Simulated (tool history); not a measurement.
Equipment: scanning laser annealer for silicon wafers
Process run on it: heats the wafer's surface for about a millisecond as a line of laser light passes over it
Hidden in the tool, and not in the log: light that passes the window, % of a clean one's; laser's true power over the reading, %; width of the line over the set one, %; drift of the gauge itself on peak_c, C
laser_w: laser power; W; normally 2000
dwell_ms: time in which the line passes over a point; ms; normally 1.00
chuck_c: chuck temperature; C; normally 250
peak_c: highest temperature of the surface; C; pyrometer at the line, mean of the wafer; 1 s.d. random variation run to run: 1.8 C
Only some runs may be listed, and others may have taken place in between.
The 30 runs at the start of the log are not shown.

| run | hour | laser_w | dwell_ms | chuck_c | hours of work since the window was cleaned | hours of work since the power meter was calibrated | hours of work since the optics were aligned | peak_c |
|---|---|---|---|---|---|---|---|---|
| 31 | 1119.7 | 1910 | 1.09 | 251 | 325 | 748 | 299 | 1037 |
| 32 | 1143.0 | 1845 | 0.78 | 216 | 338 | 761 | 312 | 851 |
| 33 | 1188.5 | 1845 | 0.78 | 216 | 363 | 786 | 338 | 850 |
| 34 | 1239.7 | 2112 | 1.00 | 288 | 392 | 815 | 366 | 1121 |
| 35 | 1288.4 | 2188 | 0.98 | 223 | 419 | 842 | 393 | 1082 |
| 36 | 1323.3 | 2188 | 0.98 | 223 | 438 | 861 | 413 | 1081 |
| 37 | 1369.2 | 1800 | 1.00 | 213 | 464 | 887 | 438 | 916 |
| 38 | 1401.8 | 1800 | 1.00 | 213 | 482 | 905 | 456 | 916 |
| 39 | 1442.1 | 1800 | 1.00 | 213 | 504 | 927 | 479 | 917 |
| 40 | 1491.8 | 2000 | 1.17 | 241 | 532 | 955 | 506 | 1102 |

Consider 4 possible next runs. They are alternatives, not a sequence: every one starts from the tool as it was left by run 40. What does each give?
| A | 1541.5 | 2000 | 1.17 | 283 | 559 | 982 | 534 | ? |
| B | 1541.5 | 2000 | 1.17 | 246 | 559 | 982 | 534 | ? |
| C | 1541.5 | 2000 | 1.21 | 250 | 559 | 982 | 534 | ? |
| D | 1541.5 | 1735 | 1.17 | 271 | 559 | 982 | 534 | ? |

| run | peak_c |
|---|---|
| A | 1139 |
| B | 1102 |
| C | 1124 |
| D | 1008 |
Without the tool's hidden state the same runs would have given:
| run | peak_c |
|---|---|
| A | 1140 |
| B | 1103 |
| C | 1125 |
| D | 1009 |
